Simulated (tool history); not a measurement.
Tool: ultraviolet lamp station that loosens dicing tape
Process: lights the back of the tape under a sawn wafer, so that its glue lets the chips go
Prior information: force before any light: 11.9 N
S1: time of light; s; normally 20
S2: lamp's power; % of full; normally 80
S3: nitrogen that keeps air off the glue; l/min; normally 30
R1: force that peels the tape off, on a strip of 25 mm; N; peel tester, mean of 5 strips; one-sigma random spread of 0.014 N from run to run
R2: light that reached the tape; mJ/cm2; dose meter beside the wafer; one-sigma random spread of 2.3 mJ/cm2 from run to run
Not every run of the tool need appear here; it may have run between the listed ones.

Run 1, hour 0.0: usual settings. Result: R1 1.407 N, R2 181 mJ/cm2.
Run 2, hour 64.9: usual settings. Result: R1 1.162 N, R2 199 mJ/cm2.
Run 3, hour 104.7: usual settings. Result: R1 1.195 N, R2 190 mJ/cm2.
Run 4, hour 152.9: usual settings. Result: R1 1.315 N, R2 188 mJ/cm2.
Run 5, hour 193.1: usual settings. Result: R1 1.337 N, R2 182 mJ/cm2.
Run 6, hour 264.3: usual settings. Result: R1 1.521 N, R2 176 mJ/cm2.
Run 7, hour 339.5: usual settings but S2 81 % of full. Result: R1 1.629 N, R2 164 mJ/cm2.
Run 8, hour 407.9: usual settings but S2 76 % of full. Result: R1 2.002 N, R2 149 mJ/cm2.
Run 9, hour 481.5: usual settings but S2 76 % of full. Result: R1 2.149 N, R2 143 mJ/cm2.
Run 10, hour 520.7: usual settings but S1 22 s, S2 82 % of full. Result: R1 1.663 N, R2 164 mJ/cm2.
Run 11, hour 581.0: usual settings but S1 22 s, S2 99 % of full, S3 50 l/min. Result: R1 0.586 N, R2 225 mJ/cm2.
Run 12, hour 649.6: usual settings but S1 14 s, S2 99 % of full, S3 50 l/min. Result: R1 1.859 N, R2 135 mJ/cm2.
Run 13, hour 686.9: usual settings but S1 13 s, S2 68 % of full, S3 11 l/min. Result: R1 5.718 N, R2 85 mJ/cm2.
Run 14, hour 734.9: usual settings but S1 23 s, S2 68 % of full, S3 11 l/min. Result: R1 3.474 N, R2 146 mJ/cm2.
Run 15, hour 795.8: usual settings but S1 35 s, S2 76 % of full, S3 11 l/min. Result: R1 1.572 N, R2 232 mJ/cm2.

Withheld: 2 entries from between the runs. Position of each, and hidden state at the listed run before versus the listed run after:
From run 1 to run 2: window cleaned of glue's vapour (hour 25.1)
  lamp's light, % of a new lamp's: 84.4 -> 82.5; light that the window lets through, % of a clean one's: 86.4 -> 98
  what was measured, less what the result would be without the hidden state, R1: +0.741 -> +0.470 N; R2: -66 -> -47 mJ/cm2
From run 10 to run 11: window cleaned of glue's vapour (hour 570.2)
  lamp's light, % of a new lamp's: 69.1 -> 67.5; light that the window lets through, % of a clean one's: 86.3 -> 99.6
  what was measured, less what the result would be without the hidden state, R1: +1.185 -> +0.410 N; R2: -112 -> -108 mJ/cm2
